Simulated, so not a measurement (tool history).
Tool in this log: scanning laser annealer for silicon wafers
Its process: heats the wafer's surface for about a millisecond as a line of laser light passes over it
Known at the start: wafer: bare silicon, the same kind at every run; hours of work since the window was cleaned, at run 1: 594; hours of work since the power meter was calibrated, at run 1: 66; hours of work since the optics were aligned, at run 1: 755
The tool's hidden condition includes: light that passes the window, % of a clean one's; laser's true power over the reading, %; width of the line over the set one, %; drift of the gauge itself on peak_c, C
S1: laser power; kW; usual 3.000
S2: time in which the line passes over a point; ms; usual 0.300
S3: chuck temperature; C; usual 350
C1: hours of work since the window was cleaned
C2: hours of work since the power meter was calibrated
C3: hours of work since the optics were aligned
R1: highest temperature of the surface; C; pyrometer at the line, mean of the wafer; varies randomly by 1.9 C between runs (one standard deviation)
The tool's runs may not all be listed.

run,day,S1,S2,S3,C1,C2,C3,R1
1,0.000,3.000,0.300,350,594,66,755,1100
2,1.088,3.000,0.300,350,613,85,775,1098
3,1.788,3.000,0.300,350,626,98,788,1096
4,3.038,3.000,0.308,350,649,121,811,1104
5,4.167,3.000,0.308,350,669,141,831,1104
6,4.825,3.000,0.308,350,681,153,843,1109
7,5.946,2.706,0.355,330,702,174,864,1043
8,7.204,3.000,0.230,361,725,197,887,996
9,8.092,3.000,0.230,361,741,213,903,999
10,9.438,2.885,0.222,348,765,237,927,940
11,10.733,2.829,0.218,350,789,261,951,922

Each row is a separate what-if for the run after 11, all from the same tool condition, not one after another. Results?
A,11.450,3.240,0.326,361,802,274,964,?
B,11.450,2.829,0.300,320,802,274,964,?
C,11.450,3.036,0.276,388,802,274,964,?
D,11.450,2.829,0.218,312,802,274,964,?

run,R1
A,1218
B,1002
C,1103
D,880
Had the tool no hidden state, the same runs would have come out as:
run,R1
A,1271
B,1044
C,1147
D,915

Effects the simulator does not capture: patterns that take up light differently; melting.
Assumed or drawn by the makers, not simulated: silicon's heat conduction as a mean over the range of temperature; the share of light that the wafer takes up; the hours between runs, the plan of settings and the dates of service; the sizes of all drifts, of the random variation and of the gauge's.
